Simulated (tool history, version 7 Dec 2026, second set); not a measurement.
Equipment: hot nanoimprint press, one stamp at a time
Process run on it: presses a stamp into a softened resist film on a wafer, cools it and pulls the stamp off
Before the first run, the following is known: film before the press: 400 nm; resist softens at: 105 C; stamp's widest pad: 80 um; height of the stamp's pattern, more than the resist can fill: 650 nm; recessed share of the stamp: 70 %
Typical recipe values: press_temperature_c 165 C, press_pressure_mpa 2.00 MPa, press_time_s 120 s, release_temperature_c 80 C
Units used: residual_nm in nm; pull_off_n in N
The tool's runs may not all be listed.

| run | day | press_temperature_c | press_pressure_mpa | press_time_s | release_temperature_c | residual_nm | pull_off_n |
|---|---|---|---|---|---|---|---|
| 1 | 0.000 | 165 | 2.00 | 120 | 80 | 146.9 | 99 |
|  | 2.358 | stamp cleaned and given a new release coat |
| 2 | 4.358 | 165 | 2.35 | 120 | 80 | 134.3 | 105 |
| 3 | 8.429 | 165 | 2.35 | 120 | 80 | 133.5 | 107 |
|  | 9.283 | stamp cleaned and given a new release coat |
| 4 | 11.775 | 165 | 2.35 | 120 | 80 | 134.7 | 104 |
| 5 | 13.812 | 165 | 1.25 | 120 | 80 | 185.2 | 103 |
|  | 16.071 | stamp cleaned and given a new release coat |
| 6 | 16.071 | 165 | 1.25 | 120 | 80 | 184.5 | 104 |
| 7 | 20.046 | 165 | 1.25 | 120 | 80 | 183.1 | 103 |
| 8 | 22.421 | 165 | 1.67 | 120 | 80 | 158.9 | 104 |
|  | 22.871 | stamp cleaned and given a new release coat |
| 9 | 25.483 | 165 | 1.67 | 120 | 80 | 158.8 | 103 |
|  | 28.612 | plate thermocouple calibrated |
|  | 29.746 | stamp cleaned and given a new release coat |
| 10 | 29.746 | 155 | 2.00 | 120 | 80 | 247.0 | 103 |
| 11 | 32.546 | 165 | 2.00 | 120 | 85 | 145.0 | 96 |
| 12 | 36.200 | 165 | 2.11 | 120 | 81 | 141.3 | 102 |
|  | 36.792 | stamp cleaned and given a new release coat |
| 13 | 40.121 | 159 | 2.11 | 61 | 81 | 243.0 | 101 |
| 14 | 42.812 | 172 | 2.00 | 106 | 80 | 106.3 | 103 |

Here are 3 independent what-if runs from the current tool condition. What would each one return?
|  | 43.742 | stamp cleaned and given a new release coat |
| A | 45.154 | 176 | 2.00 | 106 | 84 | ? | ? |
|  | 43.742 | stamp cleaned and given a new release coat |
| B | 45.154 | 172 | 2.17 | 106 | 80 | ? | ? |
|  | 43.742 | stamp cleaned and given a new release coat |
| C | 45.154 | 172 | 1.99 | 76 | 80 | ? | ? |

| run | residual_nm | pull_off_n |
|---|---|---|
| A | 88.1 | 101 |
| B | 101.0 | 103 |
| C | 123.7 | 104 |
Take away the tool's hidden state, keep each run's random variation, and the runs would have read:
| run | residual_nm | pull_off_n |
|---|---|---|
| A | 88.0 | 101 |
| B | 100.9 | 103 |
| C | 123.6 | 104 |
